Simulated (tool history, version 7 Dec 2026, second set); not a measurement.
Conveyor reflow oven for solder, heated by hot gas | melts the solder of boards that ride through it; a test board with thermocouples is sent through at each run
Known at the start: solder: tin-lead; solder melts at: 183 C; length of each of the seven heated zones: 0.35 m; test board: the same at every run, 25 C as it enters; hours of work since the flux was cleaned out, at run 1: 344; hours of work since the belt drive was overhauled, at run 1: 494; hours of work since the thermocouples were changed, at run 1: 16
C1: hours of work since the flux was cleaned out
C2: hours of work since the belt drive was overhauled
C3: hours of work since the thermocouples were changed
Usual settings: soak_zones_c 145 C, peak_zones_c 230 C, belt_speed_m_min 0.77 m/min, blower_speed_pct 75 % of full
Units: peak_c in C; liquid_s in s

Run 1, day 0: usual settings; C1 344; C2 494; C3 16. Result: peak_c 211.1 C, liquid_s 38.4 s.
At day 2.862: flux residue cleaned out of gas plates and filters.
Run 2, day 3.117: usual settings; C1 4; C2 539; C3 61. Result: peak_c 214.9 C, liquid_s 42 s.
Run 3, day 6.042: usual settings but peak_zones_c 228 C; C1 49; C2 583; C3 105. Result: peak_c 212.8 C, liquid_s 40.3 s.
Run 4, day 8.025: usual settings but peak_zones_c 228 C, belt_speed_m_min 0.894 m/min; C1 79; C2 614; C3 136. Result: peak_c 208.3 C, liquid_s 31.3 s.
Run 5, day 11.158: usual settings but peak_zones_c 228 C, belt_speed_m_min 0.894 m/min; C1 127; C2 661; C3 184. Result: peak_c 208.4 C, liquid_s 30.7 s.
Run 6, day 14.783: usual settings; C1 182; C2 717; C3 239. Result: peak_c 214 C, liquid_s 40.4 s.
Run 7, day 16.683: usual settings but blower_speed_pct 54 % of full; C1 211; C2 746; C3 268. Result: peak_c 207.1 C, liquid_s 34.5 s.
Run 8, day 20.221: usual settings but blower_speed_pct 72 % of full; C1 265; C2 800; C3 322. Result: peak_c 213.5 C, liquid_s 39.8 s.
Run 9, day 23.992: usual settings but belt_speed_m_min 0.704 m/min; C1 323; C2 858; C3 380. Result: peak_c 216 C, liquid_s 46 s.
Run 10, day 25.662: usual settings but belt_speed_m_min 0.704 m/min; C1 348; C2 883; C3 405. Result: peak_c 215.3 C, liquid_s 46.2 s.
At day 28.208: flux residue cleaned out of gas plates and filters.
Run 11, day 28.379: usual settings; C1 3; C2 921; C3 444. Result: peak_c 217.1 C, liquid_s 42.9 s.
Run 12, day 31.629: usual settings; C1 52; C2 971; C3 493. Result: peak_c 215.3 C, liquid_s 42.7 s.
Run 13, day 35.596: usual settings; C1 113; C2 1032; C3 554. Result: peak_c 216.4 C, liquid_s 42.4 s.
Run 14, day 37.7: usual settings; C1 145; C2 1064; C3 586. Result: peak_c 215.5 C, liquid_s 41.7 s.
Run 15, day 39.675: usual settings; C1 175; C2 1094; C3 616. Result: peak_c 215.8 C, liquid_s 42.5 s.
At day 40.333: thermocouples of zones 6 and 7 changed.
Run 16, day 42.667: usual settings; C1 220; C2 1139; C3 36. Result: peak_c 213.2 C, liquid_s 40.6 s.
Run 17, day 46.371: usual settings; C1 276; C2 1195; C3 92. Result: peak_c 212.3 C, liquid_s 40.4 s.
Run 18, day 48.246: usual settings; C1 305; C2 1224; C3 121. Result: peak_c 212.6 C, liquid_s 40.6 s.
Run 19, day 51.317: usual settings; C1 352; C2 1271; C3 168. Result: peak_c 212.4 C, liquid_s 39.3 s.
Run 20, day 53.183: usual settings but belt_speed_m_min 0.89 m/min; C1 380; C2 1299; C3 196. Result: peak_c 206.6 C, liquid_s 30 s.
At day 53.592: flux residue cleaned out of gas plates and filters.
Run 21, day 56.638: usual settings but soak_zones_c 131 C, peak_zones_c 226 C, belt_speed_m_min 0.89 m/min; C1 47; C2 1349; C3 246. Result: peak_c 204.4 C, liquid_s 26.1 s.
Run 22, day 59.633: usual settings but soak_zones_c 131 C, peak_zones_c 226 C, belt_speed_m_min 0.89 m/min; C1 92; C2 1395; C3 292. Result: peak_c 204.4 C, liquid_s 25.1 s.
Run 23, day 61.521: usual settings but soak_zones_c 131 C, peak_zones_c 226 C, belt_speed_m_min 0.89 m/min; C1 121; C2 1424; C3 321. Result: peak_c 203.3 C, liquid_s 25.3 s.
Run 24, day 64.354: usual settings but peak_zones_c 234 C, belt_speed_m_min 0.643 m/min; C1 165; C2 1467; C3 364. Result: peak_c 223.2 C, liquid_s 55.8 s.
At day 66.408: belt drive overhauled, speed set with a stopwatch.
Run 25, day 67.558: usual settings but peak_zones_c 234 C, belt_speed_m_min 0.643 m/min; C1 211; C2 18; C3 410. Result: peak_c 222.3 C, liquid_s 54.3 s.
Run 26, day 71.425: usual settings but peak_zones_c 234 C, belt_speed_m_min 0.662 m/min; C1 270; C2 77; C3 469. Result: peak_c 220.2 C, liquid_s 51.8 s.
Run 27, day 74.05: usual settings but peak_zones_c 231 C, blower_speed_pct 63 % of full; C1 310; C2 117; C3 510. Result: peak_c 209.9 C, liquid_s 36.3 s.
Run 28, day 76.921: usual settings but peak_zones_c 231 C, blower_speed_pct 63 % of full; C1 354; C2 161; C3 553. Result: peak_c 209.5 C, liquid_s 36.4 s.
At day 79.004: flux residue cleaned out of gas plates and filters.
Run 29, day 80.683: usual settings but soak_zones_c 133 C, peak_zones_c 227 C, belt_speed_m_min 0.882 m/min, blower_speed_pct 90 % of full; C1 26; C2 215; C3 608. Result: peak_c 211 C, liquid_s 31.9 s.

How the hidden state differs across the entries between the runs, from the last listed run before each to the first after it:
Between runs 1 and 2: flux residue cleaned out of gas plates and filters (day 2.862)
  heat that the gas passes to the board, % of a clean oven's: 86.2 -> 99; belt's true speed, % of the reading: 99.31 -> 99.24; true gas temperature in zones 6 and 7 over the reading, C: -0.02 -> 0.16
  measured less the result without the state, peak_c: -3.6 -> +0.1 C; liquid_s: -2.7 -> +0.4 s
Between runs 10 and 11: flux residue cleaned out of gas plates and filters (day 28.208)
  heat that the gas passes to the board, % of a clean oven's: 86 -> 99.4; belt's true speed, % of the reading: 98.67 -> 98.6; true gas temperature in zones 6 and 7 over the reading, C: 1.48 -> 1.62
  measured less the result without the state, peak_c: -2 -> +1.6 C; liquid_s: -1.2 -> +1.6 s
Between runs 15 and 16: thermocouples of zones 6 and 7 changed (day 40.333)
  heat that the gas passes to the board, % of a clean oven's: 92.9 -> 91.2; belt's true speed, % of the reading: 98.32 -> 98.26; true gas temperature in zones 6 and 7 over the reading, C: 2.3 -> -0.13
  measured less the result without the state, peak_c: +0.5 -> -2 C; liquid_s: +0.8 -> -0.8 s
Between runs 20 and 21: flux residue cleaned out of gas plates and filters (day 53.592)
  heat that the gas passes to the board, % of a clean oven's: 85.4 -> 96.9; belt's true speed, % of the reading: 97.99 -> 97.91; true gas temperature in zones 6 and 7 over the reading, C: 0.49 -> 0.67
  measured less the result without the state, peak_c: -3.7 -> +0.2 C; liquid_s: -2.5 -> +0.7 s
Between runs 24 and 25: belt drive overhauled, speed set with a stopwatch (day 66.408)
  heat that the gas passes to the board, % of a clean oven's: 92.1 -> 90.4; belt's true speed, % of the reading: 97.72 -> 100.06; true gas temperature in zones 6 and 7 over the reading, C: 1.12 -> 1.29
  measured less the result without the state, peak_c: -0.2 -> -1 C; liquid_s: +1 -> -0.9 s
Between runs 28 and 29: flux residue cleaned out of gas plates and filters (day 79.004)
  heat that the gas passes to the board, % of a clean oven's: 85.2 -> 98.5; belt's true speed, % of the reading: 99.84 -> 99.75; true gas temperature in zones 6 and 7 over the reading, C: 1.84 -> 2.05
  measured less the result without the state, peak_c: -2.6 -> +1.3 C; liquid_s: -2.4 -> +0.8 s

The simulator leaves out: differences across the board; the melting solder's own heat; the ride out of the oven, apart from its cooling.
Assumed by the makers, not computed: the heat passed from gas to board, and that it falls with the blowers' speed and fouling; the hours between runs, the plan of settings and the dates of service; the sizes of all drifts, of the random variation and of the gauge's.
